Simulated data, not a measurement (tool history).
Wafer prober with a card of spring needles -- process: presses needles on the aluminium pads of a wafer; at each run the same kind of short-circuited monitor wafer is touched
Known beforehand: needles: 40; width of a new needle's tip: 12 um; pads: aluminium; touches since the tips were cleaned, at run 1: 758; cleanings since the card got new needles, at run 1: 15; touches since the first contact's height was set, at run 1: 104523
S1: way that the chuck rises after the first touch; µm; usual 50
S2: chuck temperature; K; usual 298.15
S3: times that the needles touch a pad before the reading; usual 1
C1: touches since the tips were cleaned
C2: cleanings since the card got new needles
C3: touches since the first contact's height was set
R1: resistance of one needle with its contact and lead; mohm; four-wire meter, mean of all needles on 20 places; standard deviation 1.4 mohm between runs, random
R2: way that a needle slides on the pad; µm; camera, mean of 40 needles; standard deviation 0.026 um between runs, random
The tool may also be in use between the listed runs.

run	day	S1	S2	S3	C1	C2	C3	R1	R2
1	0	50	298.15	1	758	15	104523	129	9
# day 0.712: tips cleaned on abrasive film
# day 1.571: tips cleaned on abrasive film
2	2.046	50	298.15	1	3488	17	119515	127	8.94
# day 2.546: tips cleaned on abrasive film
# day 2.971: height of the first contact set anew
3	3.017	50	298.15	1	3380	18	326	128	8.93
# day 3.45: tips cleaned on abrasive film
# day 4.367: tips cleaned on abrasive film
4	4.825	50	306.15	1	3357	20	13559	128	8.94
# day 5.254: tips cleaned on abrasive film
5	5.954	50	298.15	1	5158	21	21860	129	9
# day 6.083: tips cleaned on abrasive film
# day 6.892: tips cleaned on abrasive film
# day 7.742: tips cleaned on abrasive film
6	7.742	50	298.15	1	0	24	34905	129	8.97
# day 8.696: tips cleaned on abrasive film
# day 9.508: tips cleaned on abrasive film
7	9.867	50	337.15	1	2625	26	50485	132	8.94
# day 10.35: tips cleaned on abrasive film
8	10.858	50	337.15	1	3740	27	57742	133	8.92
# day 11.167: tips cleaned on abrasive film
# day 12.05: tips cleaned on abrasive film
9	12.688	50	337.15	1	4686	29	71136	134	8.97
# day 12.904: tips cleaned on abrasive film
# day 13.758: tips cleaned on abrasive film
10	14.146	50	337.15	1	2842	31	81813	137	8.93
# day 14.625: tips cleaned on abrasive film
# day 15.508: tips cleaned on abrasive film
11	16.196	50	298.15	1	5052	33	96831	127	8.97
# day 16.304: tips cleaned on abrasive film
# day 17.158: tips cleaned on abrasive film
12	17.917	50	298.15	1	5588	35	109447	128	8.98
# day 18.071: tips cleaned on abrasive film
# day 18.854: tips cleaned on abrasive film
13	19.362	50	298.15	1	3749	37	120035	126	8.94
# day 19.704: tips cleaned on abrasive film
# day 20.192: height of the first contact set anew
# day 20.6: tips cleaned on abrasive film
# day 21.517: tips cleaned on abrasive film
14	21.517	51	298.15	2	0	40	9676	126	9.18
# day 22.35: tips cleaned on abrasive film
# day 23.138: tips cleaned on abrasive film
15	23.6	45	298.15	1	3410	42	24946	129	8.07
# day 23.975: tips cleaned on abrasive film
# day 24.817: tips cleaned on abrasive film
16	25.008	50	325.15	1	1403	44	35253	132	8.9
# day 25.608: tips cleaned on abrasive film
# day 26.467: tips cleaned on abrasive film
17	27.129	50	325.15	1	4885	46	50801	132	8.94
# day 27.275: tips cleaned on abrasive film
# day 28.208: tips cleaned on abrasive film
18	28.208	60	303.15	2	0	48	58680	125	10.74
# day 28.996: tips cleaned on abrasive film
# day 29.871: tips cleaned on abrasive film
19	29.871	38	319.15	1	0	50	70863	137	6.79
# day 30.842: tips cleaned on abrasive film
20	31.129	62	302.15	2	2115	51	80090	128	11.02
# day 31.762: tips cleaned on abrasive film
21	32.512	62	302.15	2	5532	52	90238	128	11.11

Branching from run 21: 3 alternative next runs. What would each branch give?
# day 32.629: tips cleaned on abrasive film
# day 33.438: tips cleaned on abrasive film
# day 34.283: tips cleaned on abrasive film
A	34.317	34	318.15	2	229	55	103404	?	?
# day 32.629: tips cleaned on abrasive film
# day 33.438: tips cleaned on abrasive film
# day 34.283: tips cleaned on abrasive film
B	34.317	62	310.15	1	229	55	103404	?	?
# day 32.629: tips cleaned on abrasive film
# day 33.438: tips cleaned on abrasive film
# day 34.283: tips cleaned on abrasive film
C	34.317	30	306.15	1	229	55	103404	?	?

run	R1	R2
A	135	6.08
B	129	11.05
C	140	5.34
Without the tool's unlogged condition, the same runs would have read:
run	R1	R2
A	135	6.08
B	129	11.05
C	140	5.34
